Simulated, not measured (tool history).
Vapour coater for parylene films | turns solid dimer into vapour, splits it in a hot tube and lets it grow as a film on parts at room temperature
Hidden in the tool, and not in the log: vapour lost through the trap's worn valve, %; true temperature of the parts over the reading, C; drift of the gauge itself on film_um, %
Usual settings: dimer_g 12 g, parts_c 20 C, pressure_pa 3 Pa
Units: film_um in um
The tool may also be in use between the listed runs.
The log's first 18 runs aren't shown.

| run | day | dimer_g | parts_c | pressure_pa | hours of work since the trap's valve was overhauled | hours of work since the table's thermometer was calibrated | film_um |
|---|---|---|---|---|---|---|---|
| 19 | 19.579 | 13 | 14 | 3 | 114 | 27 | 2.83 |
| 20 | 21.125 | 12 | 19 | 5.32 | 140 | 54 | 1.9 |
| 21 | 21.9 | 14 | 20 | 3 | 153 | 67 | 2.37 |
| 22 | 23.233 | 12 | 16 | 2 | 176 | 90 | 2.53 |
| 23 | 23.888 | 12 | 28 | 2.54 | 187 | 101 | 1.52 |
| 24 | 24.596 | 12 | 28 | 2.54 | 200 | 113 | 1.48 |
|  | 24.938 | table's thermometer calibrated, once more |
| 25 | 25.362 | 12 | 28 | 2.54 | 212 | 7 | 1.46 |
|  | 25.742 | trap's valve overhauled |
| 26 | 26.771 | 12 | 20 | 2.96 | 18 | 29 | 2.19 |
| 27 | 28.171 | 11 | 12 | 4.67 | 41 | 52 | 2.45 |
| 28 | 29.583 | 18 | 20 | 2.02 | 66 | 77 | 3.4 |
| 29 | 30.871 | 21 | 27 | 2.49 | 88 | 99 | 2.87 |
| 30 | 31.575 | 21 | 27 | 2.49 | 100 | 111 | 2.89 |
| 31 | 32.908 | 21 | 27 | 2.49 | 122 | 133 | 2.85 |
| 32 | 34.179 | 21 | 27 | 5.69 | 144 | 155 | 2.38 |
| 33 | 35.646 | 13 | 27 | 2.68 | 169 | 180 | 1.7 |
| 34 | 36.804 | 7 | 14 | 2.61 | 189 | 200 | 1.49 |
| 35 | 37.792 | 8 | 20 | 10.49 | 206 | 217 | 1.02 |
|  | 38.529 | trap's valve overhauled |
| 36 | 39.2 | 11 | 20 | 2.38 | 11 | 238 | 2.1 |
| 37 | 40.671 | 11 | 20 | 2.38 | 37 | 263 | 2.05 |

4 ways to go on from here, each from the tool as it stands after run 37. What would each give?
| A | 41.438 | 6 | 20 | 2.38 | 50 | 276 | ? |
| B | 41.438 | 11 | 32 | 3.63 | 50 | 276 | ? |
| C | 41.438 | 18 | 27 | 3 | 50 | 276 | ? |
| D | 41.438 | 12 | 18 | 8.2 | 50 | 276 | ? |

| run | film_um |
|---|---|
| A | 1.11 |
| B | 1.22 |
| C | 2.47 |
| D | 1.94 |
Without the tool's hidden state the same runs would have given:
| run | film_um |
|---|---|
| A | 1.13 |
| B | 1.25 |
| C | 2.53 |
| D | 1.98 |

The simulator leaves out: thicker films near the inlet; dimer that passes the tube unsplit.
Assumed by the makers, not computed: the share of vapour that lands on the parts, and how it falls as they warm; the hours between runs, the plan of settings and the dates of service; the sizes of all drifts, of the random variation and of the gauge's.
